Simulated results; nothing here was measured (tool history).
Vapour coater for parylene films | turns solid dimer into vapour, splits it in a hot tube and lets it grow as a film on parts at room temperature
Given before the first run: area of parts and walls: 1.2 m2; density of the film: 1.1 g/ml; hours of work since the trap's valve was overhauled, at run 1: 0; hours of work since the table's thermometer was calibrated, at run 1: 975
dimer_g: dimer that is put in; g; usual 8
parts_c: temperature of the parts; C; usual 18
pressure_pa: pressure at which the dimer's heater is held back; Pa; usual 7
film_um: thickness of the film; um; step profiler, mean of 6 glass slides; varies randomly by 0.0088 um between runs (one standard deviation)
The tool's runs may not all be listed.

run,hour,dimer_g,parts_c,pressure_pa,hours of work since the trap's valve was overhauled,hours of work since the table's thermometer was calibrated,film_um
1,0,8,18,7,0,975,2.771
2,26.8,7,18,7,14,988,2.435
3,70.9,7,18,7,36,1011,2.416
4,121.5,8,18,7,62,1037,2.772
5,161.7,8,18,7,83,1057,2.775
6,187.1,8,18,7,96,1070,2.764
# hour 214.3: table's thermometer calibrated
7,214.9,8,18,7,109,0,2.768
8,259.6,7,18,7,132,23,2.42
9,315.3,7,18,7,161,52,2.421
10,360.9,8,29,7,184,75,1.902
11,421.1,8,29,7,215,106,1.898
12,479.7,8,22,7,244,136,2.417
13,507.1,8,22,7,258,150,2.416
# hour 533: trap's valve overhauled
14,539.6,8,22,7,3,164,2.424
15,575.7,8,28,7,22,183,1.976
16,616.8,8,28,7,43,204,1.977
17,650.4,8,28,7,60,221,1.979
18,682.2,8,28,7,76,237,1.966
19,728.2,8,18,3.36,100,260,3.156
20,757.3,8,18,4.11,115,275,3.043
21,787.4,8,18,7,130,291,2.762
22,842.6,8,18,7,158,319,2.764
23,899.5,8,18,7,187,348,2.772
24,928.3,8,18,7,202,363,2.766
25,982,8,18,7,229,390,2.768
26,1022.7,9,18,9.75,250,411,2.915
27,1054,8,18,7,266,427,2.784
# hour 1066.3: trap's valve overhauled
28,1108.8,3,17,2.98,22,453,1.239
29,1154.5,3,17,2.98,45,476,1.254
30,1204.4,5,18,3.39,71,502,1.976
31,1260.3,5,16,4.07,99,530,2.05
32,1318.1,11,11,2.43,129,560,5.852
33,1361.8,9,13,10.9,151,582,3.411
34,1388.6,4,12,8.76,165,596,1.628
35,1437.8,4,12,8.76,190,621,1.627
36,1467,4,12,8.76,205,636,1.635
37,1524.1,4,12,8.76,234,665,1.628
38,1555,9,10,7,250,681,4.09
# hour 1596.6: trap's valve overhauled
39,1609.5,8,15,7,7,706,3.069
40,1658.3,8,22,7.88,32,731,2.348
41,1706,8,22,7.88,56,756,2.369
42,1737.2,8,22,7.88,72,772,2.386
43,1786.2,13,27,3.18,97,797,3.781
44,1821,5,22,3.18,115,814,1.722
45,1871,8,10,11.96,140,840,3.281
46,1906.1,8,10,11.96,158,858,3.298

Alternative continuations, all from the tool just after run 46; predict every row:
A,1955.3,5,10,5.04,183,883,?
B,1955.3,4,10,11.96,183,883,?
C,1955.3,9,10,3.1,183,883,?
D,1955.3,8,11,8.27,183,883,?
E,1955.3,5,12,6.69,183,883,?

run,film_um
A,2.393
B,1.655
C,4.723
D,3.422
E,2.132
Had the tool no hidden state, the same runs would have come out as:
run,film_um
A,2.397
B,1.658
C,4.732
D,3.428
E,2.136
